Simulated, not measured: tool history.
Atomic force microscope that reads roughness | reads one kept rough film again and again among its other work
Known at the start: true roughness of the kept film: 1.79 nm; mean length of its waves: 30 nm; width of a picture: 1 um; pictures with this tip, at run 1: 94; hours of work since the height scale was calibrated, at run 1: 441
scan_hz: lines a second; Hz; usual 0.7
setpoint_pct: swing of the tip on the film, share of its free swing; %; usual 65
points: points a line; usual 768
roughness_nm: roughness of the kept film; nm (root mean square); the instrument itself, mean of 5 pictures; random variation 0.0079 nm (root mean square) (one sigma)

run   hour  scan_hz  setpoint_pct  points  pictures with this tip  hours of work since the height scale was calibrated  roughness_nm
  1      0      0.7            65     768                      94                                                  441         1.696
  2   13.8      0.7            65     768                     117                                                  451         1.685
  3   44.3      0.7            65     768                     169                                                  474         1.687
  4   63.2      0.7            65     768                     201                                                  488         1.694
  5   79.5      0.7            65     768                     228                                                  499         1.706
  6  105.5      0.7            65     768                     272                                                  519         1.691
  7  125.7    3.336            65     768                     306                                                  533         1.602
     134.5  -- new tip fitted
  8  149.2    0.649            65     729                      25                                                  550         1.692
  9  177.7     1.35            65     988                      74                                                  571         1.676

Forecast run 10:
 10  202.2    1.955            65    1018                     115                                                  589             ?

{"run 10": {"roughness_nm": 1.644}}
Without the tool's hidden state the same run would have given roughness_nm 1.644 nm (root mean square).

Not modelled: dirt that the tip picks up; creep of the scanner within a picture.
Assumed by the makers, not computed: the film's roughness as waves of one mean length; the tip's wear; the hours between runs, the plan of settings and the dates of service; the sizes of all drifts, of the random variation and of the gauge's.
